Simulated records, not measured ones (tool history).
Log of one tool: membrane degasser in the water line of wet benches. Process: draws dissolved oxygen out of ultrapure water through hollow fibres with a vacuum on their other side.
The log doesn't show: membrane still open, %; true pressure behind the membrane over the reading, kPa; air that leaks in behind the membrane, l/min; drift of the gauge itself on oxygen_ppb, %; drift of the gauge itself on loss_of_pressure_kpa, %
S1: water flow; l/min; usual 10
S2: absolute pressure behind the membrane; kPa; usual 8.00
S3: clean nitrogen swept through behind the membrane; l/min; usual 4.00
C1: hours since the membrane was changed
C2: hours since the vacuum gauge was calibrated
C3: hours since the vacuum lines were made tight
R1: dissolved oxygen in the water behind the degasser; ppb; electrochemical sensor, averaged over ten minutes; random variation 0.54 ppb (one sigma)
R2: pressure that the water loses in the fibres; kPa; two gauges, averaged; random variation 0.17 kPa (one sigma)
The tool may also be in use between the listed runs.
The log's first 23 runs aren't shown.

| run | hour | S1 | S2 | S3 | C1 | C2 | C3 | R1 | R2 |
|---|---|---|---|---|---|---|---|---|---|
| 24 | 2395.8 | 16 | 14.63 | 7.34 | 2948 | 4832 | 7346 | 163.9 | 43.98 |
| 25 | 2524.6 | 10 | 6.73 | 4.85 | 3076 | 4961 | 7474 | 33.4 | 27.28 |
| 26 | 2598.6 | 10 | 6.73 | 4.85 | 3150 | 5035 | 7548 | 33.5 | 27.49 |
| 27 | 2713.8 | 9 | 8.00 | 4.00 | 3266 | 5150 | 7664 | 35.7 | 24.87 |
| 28 | 2800.0 | 9 | 8.00 | 4.00 | 3352 | 5237 | 7750 | 35.3 | 24.67 |
| 29 | 2912.5 | 13 | 5.05 | 2.90 | 3464 | 5349 | 7862 | 67.6 | 35.55 |
|  | 2948.0 | vacuum gauge calibrated |
| 30 | 3045.9 | 10 | 5.68 | 7.68 | 3597 | 98 | 7995 | 23.2 | 27.01 |
| 31 | 3183.1 | 10 | 5.68 | 7.68 | 3734 | 235 | 8132 | 23.6 | 27.30 |

4 ways to go on from here, each from the tool as it stands after run 31. What would each give?
| A | 3312.5 | 12 | 5.68 | 1.73 | 3864 | 364 | 8262 | ? | ? |
| B | 3312.5 | 11 | 12.96 | 1.85 | 3864 | 364 | 8262 | ? | ? |
| C | 3312.5 | 7 | 5.18 | 4.00 | 3864 | 364 | 8262 | ? | ? |
| D | 3312.5 | 9 | 7.14 | 3.84 | 3864 | 364 | 8262 | ? | ? |

| run | R1 | R2 |
|---|---|---|
| A | 76.2 | 32.96 |
| B | 161.2 | 29.98 |
| C | 11.1 | 19.30 |
| D | 32.6 | 24.68 |
Without the tool's hidden state the same runs would have given:
| run | R1 | R2 |
|---|---|---|
| A | 76.0 | 32.94 |
| B | 160.9 | 29.96 |
| C | 11.0 | 19.29 |
| D | 32.6 | 24.66 |

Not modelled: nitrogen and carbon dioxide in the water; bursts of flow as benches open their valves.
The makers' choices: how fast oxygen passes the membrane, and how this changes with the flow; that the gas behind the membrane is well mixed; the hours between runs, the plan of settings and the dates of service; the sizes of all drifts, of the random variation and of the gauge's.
